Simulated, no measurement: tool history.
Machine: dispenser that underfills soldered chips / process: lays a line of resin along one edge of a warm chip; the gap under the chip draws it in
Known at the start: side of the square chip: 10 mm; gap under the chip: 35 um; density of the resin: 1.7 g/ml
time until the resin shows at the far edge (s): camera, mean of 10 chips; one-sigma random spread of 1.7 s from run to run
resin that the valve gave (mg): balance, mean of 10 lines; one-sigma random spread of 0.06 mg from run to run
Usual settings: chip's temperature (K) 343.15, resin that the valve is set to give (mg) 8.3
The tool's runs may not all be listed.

run,hour,chip's temperature (K),resin that the valve is set to give (mg),time until the resin shows at the far edge (s),resin that the valve gave (mg)
1,0,343.15,8.3,180.1,7.41
2,7.6,343.15,10.07,199.7,8.93
# hour 9.8: dispensing valve cleaned and set on the balance
# hour 12.6: new syringe of resin
3,15.1,347.15,10.07,145.1,9.9
4,21.6,347.15,10.07,167.6,9.83
# hour 23.8: new syringe of resin
5,29.7,347.15,10.07,155.8,9.95
# hour 35: new syringe of resin
6,35,347.15,10.07,137.5,9.87
7,45,347.15,10.07,169.7,9.85
# hour 46: new syringe of resin
8,55.5,357.15,10.07,101.4,9.81
# hour 57.4: new syringe of resin
9,65.1,357.15,10.07,97.8,9.66
# hour 68.5: new syringe of resin
10,74,343.15,8.04,201.1,7.68
# hour 79.9: new syringe of resin
11,82.2,343.15,10.58,178.5,10.24
12,88.5,343.15,10.58,211.7,10.06
# hour 91.7: new syringe of resin
13,98,332.15,10.52,356.5,9.97
# hour 103.3: new syringe of resin
14,105.8,332.15,10.52,321.1,9.79
# hour 114.5: new syringe of resin
15,114.7,332.15,10.52,306.7,9.93
16,124.5,332.15,10.52,389.5,9.89
# hour 126.2: new syringe of resin
17,130.1,332.15,10.52,326.2,9.86
# hour 137.7: new syringe of resin
18,138.5,332.15,10.52,309.4,9.87
19,148.3,332.15,10.52,378.7,9.67
# hour 149.4: new syringe of resin
20,158.2,348.15,10.03,160.5,9.26
# hour 160.7: new syringe of resin
21,165.7,349.15,8.9,144.5,8.11
22,170,349.15,8.9,160.4,8.06
# hour 172.1: new syringe of resin
23,177.9,354.15,9.94,112,9.03

Forecast each of these 4 alternatives for the next run:
# hour 183.4: new syringe of resin
A,185,331.15,9.25,?,?
# hour 183.4: new syringe of resin
B,185,345.15,7.33,?,?
# hour 183.4: new syringe of resin
C,185,337.15,7.2,?,?
# hour 183.4: new syringe of resin
D,185,334.15,10.79,?,?

run,time until the resin shows at the far edge (s),resin that the valve gave (mg)
A,337,8.28
B,172.4,6.6
C,263.5,6.58
D,277.9,9.81
The same runs, with their run-to-run variation unchanged, on a tool lacking any hidden condition would have given:
run,time until the resin shows at the far edge (s),resin that the valve gave (mg)
A,311.8,9.15
B,156.1,7.29
C,237.5,7.26
D,259.8,10.83
